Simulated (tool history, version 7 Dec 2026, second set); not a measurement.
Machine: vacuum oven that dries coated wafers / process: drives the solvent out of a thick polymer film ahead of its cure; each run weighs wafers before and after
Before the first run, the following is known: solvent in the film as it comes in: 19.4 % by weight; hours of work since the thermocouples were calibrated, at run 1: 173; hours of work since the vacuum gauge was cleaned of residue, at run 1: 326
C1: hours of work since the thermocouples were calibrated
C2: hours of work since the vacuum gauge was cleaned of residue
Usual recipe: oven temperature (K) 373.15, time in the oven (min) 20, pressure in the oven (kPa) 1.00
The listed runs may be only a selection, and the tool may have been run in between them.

Run 1, hour 0.0: usual settings; C1 173; C2 326. Result: solvent left in the film (%) 4.78.
Run 2, hour 77.8: usual settings; C1 209; C2 362. Result: solvent left in the film (%) 4.73.
Run 3, hour 139.1: usual settings but pressure in the oven (kPa) 0.57; C1 237; C2 390. Result: solvent left in the film (%) 4.53.
Run 4, hour 218.5: usual settings; C1 274; C2 427. Result: solvent left in the film (%) 4.62.
Run 5, hour 303.0: usual settings; C1 313; C2 466. Result: solvent left in the film (%) 4.63.
Run 6, hour 390.6: usual settings; C1 353; C2 506. Result: solvent left in the film (%) 4.60.
Run 7, hour 460.6: usual settings; C1 385; C2 538. Result: solvent left in the film (%) 4.62.
Run 8, hour 497.2: usual settings; C1 402; C2 555. Result: solvent left in the film (%) 4.77.
Run 9, hour 575.6: usual settings; C1 438; C2 591. Result: solvent left in the film (%) 4.60.
Run 10, hour 658.9: usual settings; C1 476; C2 629. Result: solvent left in the film (%) 4.58.
Run 11, hour 711.5: usual settings; C1 501; C2 654. Result: solvent left in the film (%) 4.63.
Run 12, hour 790.0: usual settings; C1 537; C2 690. Result: solvent left in the film (%) 4.56.
At hour 795.9: oven's thermocouples calibrated.
Run 13, hour 832.2: usual settings; C1 17; C2 708. Result: solvent left in the film (%) 4.51.
Run 14, hour 872.3: usual settings; C1 35; C2 727. Result: solvent left in the film (%) 4.52.
Run 15, hour 919.0: usual settings but oven temperature (K) 365.15, time in the oven (min) 23, pressure in the oven (kPa) 1.12; C1 57; C2 748. Result: solvent left in the film (%) 7.08.
Run 16, hour 958.9: usual settings but oven temperature (K) 370.15, time in the oven (min) 27, pressure in the oven (kPa) 0.55; C1 75; C2 767. Result: solvent left in the film (%) 3.88.
Run 17, hour 1041.0: usual settings but oven temperature (K) 382.15, time in the oven (min) 31, pressure in the oven (kPa) 1.30; C1 113; C2 804. Result: solvent left in the film (%) 0.89.
Run 18, hour 1107.6: usual settings but pressure in the oven (kPa) 1.85; C1 144; C2 835. Result: solvent left in the film (%) 4.92.
Run 19, hour 1191.6: usual settings but oven temperature (K) 368.15, time in the oven (min) 10; C1 182; C2 874. Result: solvent left in the film (%) 10.02.
Run 20, hour 1243.7: usual settings but oven temperature (K) 359.15, time in the oven (min) 16, pressure in the oven (kPa) 1.43; C1 206; C2 898. Result: solvent left in the film (%) 11.55.
At hour 1260.3: oven's thermocouples calibrated, once more.
Run 21, hour 1315.0: usual settings but oven temperature (K) 359.15, time in the oven (min) 16, pressure in the oven (kPa) 1.43; C1 25; C2 930. Result: solvent left in the film (%) 11.77.
Run 22, hour 1394.5: usual settings but oven temperature (K) 359.15, time in the oven (min) 16, pressure in the oven (kPa) 3.16; C1 62; C2 966. Result: solvent left in the film (%) 12.37.
Run 23, hour 1454.4: usual settings but oven temperature (K) 377.15, time in the oven (min) 21, pressure in the oven (kPa) 1.82; C1 89; C2 994. Result: solvent left in the film (%) 3.50.
Run 24, hour 1526.5: usual settings but oven temperature (K) 377.15, time in the oven (min) 21, pressure in the oven (kPa) 1.82; C1 123; C2 1027. Result: solvent left in the film (%) 3.42.
Run 25, hour 1609.0: usual settings but oven temperature (K) 377.15, time in the oven (min) 21, pressure in the oven (kPa) 1.82; C1 161; C2 1065. Result: solvent left in the film (%) 3.51.

4 options for the next run, each taken on its own from the tool as it stands now. Forecast them:
Run A, hour 1698.1: usual settings but oven temperature (K) 381.15, time in the oven (min) 30, pressure in the oven (kPa) 1.73; C1 202; C2 1106. Result: solvent left in the film (%) ?.
Run B, hour 1698.1: usual settings but oven temperature (K) 382.15; C1 202; C2 1106. Result: solvent left in the film (%) ?.
Run C, hour 1698.1: usual settings but oven temperature (K) 384.15, time in the oven (min) 24, pressure in the oven (kPa) 2.07; C1 202; C2 1106. Result: solvent left in the film (%) ?.
Run D, hour 1698.1: usual settings but oven temperature (K) 377.15, time in the oven (min) 21, pressure in the oven (kPa) 2.28; C1 202; C2 1106. Result: solvent left in the film (%) ?.

run  solvent left in the film (%)
  A                          1.38
  B                          1.90
  C                          1.55
  D                          3.71
Without the tool's hidden state the same runs would have given:
run  solvent left in the film (%)
  A                          1.32
  B                          1.85
  C                          1.50
  D                          3.65
